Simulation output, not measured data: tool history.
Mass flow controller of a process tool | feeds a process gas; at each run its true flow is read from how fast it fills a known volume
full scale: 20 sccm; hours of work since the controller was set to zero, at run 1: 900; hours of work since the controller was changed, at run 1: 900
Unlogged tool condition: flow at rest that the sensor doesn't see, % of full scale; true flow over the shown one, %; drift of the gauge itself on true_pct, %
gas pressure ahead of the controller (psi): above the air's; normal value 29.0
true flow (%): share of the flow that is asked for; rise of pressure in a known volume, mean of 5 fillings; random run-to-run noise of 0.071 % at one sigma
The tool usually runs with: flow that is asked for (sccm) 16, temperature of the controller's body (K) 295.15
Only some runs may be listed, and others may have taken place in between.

| run | day | flow that is asked for (sccm) | gas pressure ahead of the controller (psi) | temperature of the controller's body (K) | hours of work since the controller was set to zero | hours of work since the controller was changed | true flow (%) |
|---|---|---|---|---|---|---|---|
| 1 | 0.000 | 16 | 29.0 | 295.15 | 900 | 900 | 99.47 |
| 2 | 1.933 | 4 | 29.0 | 295.15 | 916 | 916 | 98.60 |
| 3 | 5.775 | 4 | 29.0 | 295.15 | 946 | 946 | 98.63 |
| 4 | 8.517 | 4 | 29.0 | 295.15 | 968 | 968 | 98.70 |
| 5 | 11.008 | 4 | 37.3 | 295.15 | 988 | 988 | 98.30 |
| 6 | 13.675 | 16 | 29.0 | 309.15 | 1009 | 1009 | 100.64 |
| 7 | 16.917 | 3 | 35.5 | 295.15 | 1035 | 1035 | 98.09 |
| 8 | 20.271 | 14 | 38.7 | 311.15 | 1062 | 1062 | 100.26 |
| 9 | 21.938 | 3 | 29.0 | 295.15 | 1075 | 1075 | 98.29 |

Predict the results of run 10:
| 10 | 23.521 | 5 | 22.8 | 295.15 | 1088 | 1088 | ? |

Run 10 came out at true flow (%) 98.85.
Without the tool's hidden state the same run would have given true flow (%) 99.49.
